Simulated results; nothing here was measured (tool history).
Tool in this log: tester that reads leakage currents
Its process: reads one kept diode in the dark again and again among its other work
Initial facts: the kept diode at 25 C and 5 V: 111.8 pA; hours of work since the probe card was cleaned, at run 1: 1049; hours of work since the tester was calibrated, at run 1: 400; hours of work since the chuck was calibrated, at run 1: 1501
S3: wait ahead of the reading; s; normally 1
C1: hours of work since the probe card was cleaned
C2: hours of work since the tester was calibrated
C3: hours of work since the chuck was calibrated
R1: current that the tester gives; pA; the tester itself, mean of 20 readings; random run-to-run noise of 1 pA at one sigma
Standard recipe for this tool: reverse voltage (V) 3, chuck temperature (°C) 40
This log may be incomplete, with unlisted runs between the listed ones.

Run 1, hour 0: usual settings; C1 1049; C2 400; C3 1501. Result: R1 325.84 pA.
Run 2, hour 20: usual settings; C1 1065; C2 416; C3 1516. Result: R1 325.88 pA.
Run 3, hour 54.9: usual settings; C1 1091; C2 443; C3 1543. Result: R1 326.81 pA.
Run 4, hour 77.1: usual settings; C1 1108; C2 460; C3 1560. Result: R1 324.33 pA.
Run 5, hour 99.6: usual settings; C1 1126; C2 477; C3 1577. Result: R1 324.4 pA.
Run 6, hour 120: usual settings; C1 1141; C2 492; C3 1593. Result: R1 323.99 pA.
Run 7, hour 145.3: usual settings; C1 1161; C2 512; C3 1612. Result: R1 323.18 pA.
Run 8, hour 164.4: usual settings; C1 1175; C2 526; C3 1627. Result: R1 325.48 pA.
Run 9, hour 191.4: usual settings; C1 1196; C2 547; C3 1648. Result: R1 322.5 pA.
Run 10, hour 219.5: usual settings; C1 1217; C2 569; C3 1669. Result: R1 323.83 pA.
Run 11, hour 248: usual settings but reverse voltage (V) 15.72, chuck temperature (°C) 36; C1 1239; C2 590; C3 1691. Result: R1 421.25 pA.
Run 12, hour 282.2: usual settings but reverse voltage (V) 15.72, chuck temperature (°C) 36; C1 1265; C2 617; C3 1717. Result: R1 423.74 pA.
Run 13, hour 317.4: usual settings but reverse voltage (V) 1.3, chuck temperature (°C) 34; C1 1292; C2 644; C3 1744. Result: R1 144.9 pA.
Run 14, hour 336.4: usual settings but reverse voltage (V) 1.01, chuck temperature (°C) 34; C1 1307; C2 658; C3 1759. Result: R1 132.96 pA.
Run 15, hour 371.5: usual settings but reverse voltage (V) 4.18, chuck temperature (°C) 39, S3 7.55 s; C1 1334; C2 685; C3 1786. Result: R1 331.74 pA.
Run 16, hour 388.7: usual settings but reverse voltage (V) 1.12, chuck temperature (°C) 60; C1 1347; C2 698; C3 1799. Result: R1 1067.81 pA.
Run 17, hour 427.4: usual settings but reverse voltage (V) 13.75, chuck temperature (°C) 60, S3 2.08 s; C1 1377; C2 728; C3 1829. Result: R1 2587.05 pA.
Run 18, hour 451.5: usual settings but reverse voltage (V) 13.75, chuck temperature (°C) 25, S3 6.81 s; C1 1395; C2 746; C3 1847. Result: R1 155.3 pA.
Run 19, hour 479.5: usual settings but reverse voltage (V) 13.75, chuck temperature (°C) 25, S3 6.81 s; C1 1417; C2 768; C3 1868. Result: R1 154.61 pA.

Here are 4 independent what-if runs from the current tool condition. What would each one return?
Run A, hour 507.3: usual settings but S3 3.09 s; C1 1438; C2 789; C3 1890. Result: R1 ?.
Run B, hour 507.3: usual settings but reverse voltage (V) 10.8, chuck temperature (°C) 22, S3 0.73 s; C1 1438; C2 789; C3 1890. Result: R1 ?.
Run C, hour 507.3: usual settings but reverse voltage (V) 12.61, chuck temperature (°C) 35, S3 3.44 s; C1 1438; C2 789; C3 1890. Result: R1 ?.
Run D, hour 507.3: usual settings but chuck temperature (°C) 45; C1 1438; C2 789; C3 1890. Result: R1 ?.

run      R1
  A  321.56
  B  113.03
  C  353.52
  D  481.34
Had the tool no hidden state, the same runs would have come out as:
run      R1
  A  340.15
  B  117.18
  C  371.84
  D  508.69

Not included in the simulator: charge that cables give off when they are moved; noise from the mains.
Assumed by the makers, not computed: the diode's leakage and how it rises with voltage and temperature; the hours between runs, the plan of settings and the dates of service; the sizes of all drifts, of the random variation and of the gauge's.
